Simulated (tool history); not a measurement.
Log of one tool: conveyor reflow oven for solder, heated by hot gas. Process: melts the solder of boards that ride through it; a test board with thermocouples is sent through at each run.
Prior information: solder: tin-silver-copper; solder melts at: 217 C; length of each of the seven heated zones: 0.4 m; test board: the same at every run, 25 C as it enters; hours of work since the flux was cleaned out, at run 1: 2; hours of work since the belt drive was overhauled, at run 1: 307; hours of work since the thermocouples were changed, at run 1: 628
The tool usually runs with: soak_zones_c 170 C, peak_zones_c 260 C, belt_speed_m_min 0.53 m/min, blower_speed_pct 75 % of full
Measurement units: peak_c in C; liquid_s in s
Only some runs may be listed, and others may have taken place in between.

run	hour	soak_zones_c	peak_zones_c	belt_speed_m_min	blower_speed_pct	hours of work since the flux was cleaned out	hours of work since the belt drive was overhauled	hours of work since the thermocouples were changed	peak_c	liquid_s
1	0	170	260	0.53	75	2	307	628	245.3	60.5
2	17.5	170	268	0.53	75	11	315	636	252.7	67.1
3	39.4	170	268	0.53	75	22	326	647	252.5	66.6
4	51.8	170	268	0.53	75	28	332	653	252.5	66.7
5	71.6	170	268	0.53	75	37	342	663	252	66.6
6	95.7	170	260	0.637	75	49	354	674	239.4	42.7
7	118.9	173	260	0.53	75	60	365	686	245.7	62.2
# hour 125.8: flux residue cleaned out of gas plates and filters
8	141.7	173	260	0.53	75	8	374	694	245.3	62
9	166.6	170	260	0.53	75	20	386	707	244.7	59.7
# hour 180.8: flux residue cleaned out of gas plates and filters, once more
10	194.6	170	260	0.634	69	7	397	718	237.9	40
11	211.8	158	260	0.489	75	15	405	726	245.7	62.3
12	226.2	170	260	0.44	75	22	412	733	250.2	80.8
13	245.5	184	260	0.45	52	32	422	743	245.7	77.9
14	256	184	268	0.576	54	37	427	748	245	57.4
15	275.3	184	268	0.576	54	46	436	757	244.7	57.2
16	288.2	175	268	0.583	68	52	443	763	247.8	57.3
17	309.3	174	268	0.586	68	63	453	774	247.1	56.3
18	327.2	166	268	0.586	51	71	462	782	237.5	40.2

Difference, measured minus no-hidden-state, one row per run. Run-to-run variation is common to both terms; the gauge's own scatter need not be:
The hidden state here: heat that the gas passes to the board, % of a clean oven's; belt's true speed, % of the reading; true gas temperature in zones 6 and 7 over the reading, C; drift of the gauge itself on peak_c, C; drift of the gauge itself on liquid_s, %.
run	peak_c	liquid_s
1	-0.7	-0.6
2	-0.7	-0.5
3	-0.8	-0.5
4	-0.9	-0.5
5	-0.8	-0.6
6	-0.8	-0.8
7	-0.9	-0.8
8	-1.1	-1.1
9	-1.2	-1.2
10	-0.7	-0.7
11	-0.8	-0.7
12	-0.9	-0.6
13	-0.8	-0.7
14	-0.8	-0.6
15	-0.8	-0.6
16	-0.9	-0.6
17	-1	-0.7
18	-0.9	-1
